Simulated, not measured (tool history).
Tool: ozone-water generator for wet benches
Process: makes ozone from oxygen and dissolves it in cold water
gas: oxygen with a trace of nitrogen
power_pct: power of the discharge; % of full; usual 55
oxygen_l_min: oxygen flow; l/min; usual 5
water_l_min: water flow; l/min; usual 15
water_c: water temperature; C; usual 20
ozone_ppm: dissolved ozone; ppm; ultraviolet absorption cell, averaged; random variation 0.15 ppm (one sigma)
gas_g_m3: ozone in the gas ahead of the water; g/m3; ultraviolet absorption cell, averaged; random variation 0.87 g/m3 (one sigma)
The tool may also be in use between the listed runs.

Run 1, hour 0: usual settings. Result: ozone_ppm 17.6 ppm, gas_g_m3 139.1 g/m3.
Run 2, hour 33.3: usual settings but oxygen_l_min 6.51 l/min. Result: ozone_ppm 18.1 ppm, gas_g_m3 125.1 g/m3.
Run 3, hour 97.8: usual settings but power_pct 62 % of full. Result: ozone_ppm 19.3 ppm, gas_g_m3 152 g/m3.
Run 4, hour 165.1: usual settings but power_pct 62 % of full. Result: ozone_ppm 19.2 ppm, gas_g_m3 150.8 g/m3.
Run 5, hour 211.9: usual settings. Result: ozone_ppm 17.8 ppm, gas_g_m3 138.1 g/m3.
Run 6, hour 239.5: usual settings. Result: ozone_ppm 17.4 ppm, gas_g_m3 137.4 g/m3.
Run 7, hour 273.6: usual settings. Result: ozone_ppm 17.8 ppm, gas_g_m3 139.8 g/m3.
Run 8, hour 309.6: usual settings but water_c 16 C. Result: ozone_ppm 18.4 ppm, gas_g_m3 137.3 g/m3.
Run 9, hour 341.2: usual settings but power_pct 56 % of full. Result: ozone_ppm 17.7 ppm, gas_g_m3 140.1 g/m3.
Run 10, hour 401.5: usual settings but water_l_min 10 l/min. Result: ozone_ppm 22.5 ppm, gas_g_m3 138.7 g/m3.
Run 11, hour 435.3: usual settings but oxygen_l_min 3.41 l/min, water_c 15 C. Result: ozone_ppm 17.7 ppm, gas_g_m3 158.1 g/m3.
At hour 467.4: water thermometer calibrated.
Run 12, hour 495.8: usual settings but oxygen_l_min 3.41 l/min, water_l_min 24 l/min, water_c 15 C. Result: ozone_ppm 11.4 ppm, gas_g_m3 157.5 g/m3.
Run 13, hour 545.1: usual settings but power_pct 47 % of full, oxygen_l_min 3.74 l/min, water_l_min 18 l/min. Result: ozone_ppm 12.8 ppm, gas_g_m3 137.1 g/m3.
Run 14, hour 588.8: usual settings but power_pct 47 % of full, oxygen_l_min 3.74 l/min, water_l_min 18 l/min. Result: ozone_ppm 12.7 ppm, gas_g_m3 136.7 g/m3.
Run 15, hour 642: usual settings but power_pct 47 % of full, oxygen_l_min 3.74 l/min, water_l_min 18 l/min. Result: ozone_ppm 13.3 ppm, gas_g_m3 137.1 g/m3.
Run 16, hour 677.9: usual settings but power_pct 73 % of full, water_c 13 C. Result: ozone_ppm 24.1 ppm, gas_g_m3 167.2 g/m3.

3 ways to go on from here, each from the tool as it stands after run 16. What would each give?
Run A, hour 722.7: usual settings but oxygen_l_min 2.53 l/min, water_l_min 10 l/min. Result: ozone_ppm ?, gas_g_m3 ?.
Run B, hour 722.7: usual settings but power_pct 87 % of full, water_c 15 C. Result: ozone_ppm ?, gas_g_m3 ?.
Run C, hour 722.7: usual settings but oxygen_l_min 2.62 l/min, water_l_min 11 l/min, water_c 14 C. Result: ozone_ppm ?, gas_g_m3 ?.

run  ozone_ppm  gas_g_m3
  A       21.1     174.3
  B       26.5     190.7
  C       21.4     174.4
Without the tool's hidden state the same runs would have given:
run  ozone_ppm  gas_g_m3
  A       22.1     179.3
  B       28.2     198.6
  C       22.5     179.5

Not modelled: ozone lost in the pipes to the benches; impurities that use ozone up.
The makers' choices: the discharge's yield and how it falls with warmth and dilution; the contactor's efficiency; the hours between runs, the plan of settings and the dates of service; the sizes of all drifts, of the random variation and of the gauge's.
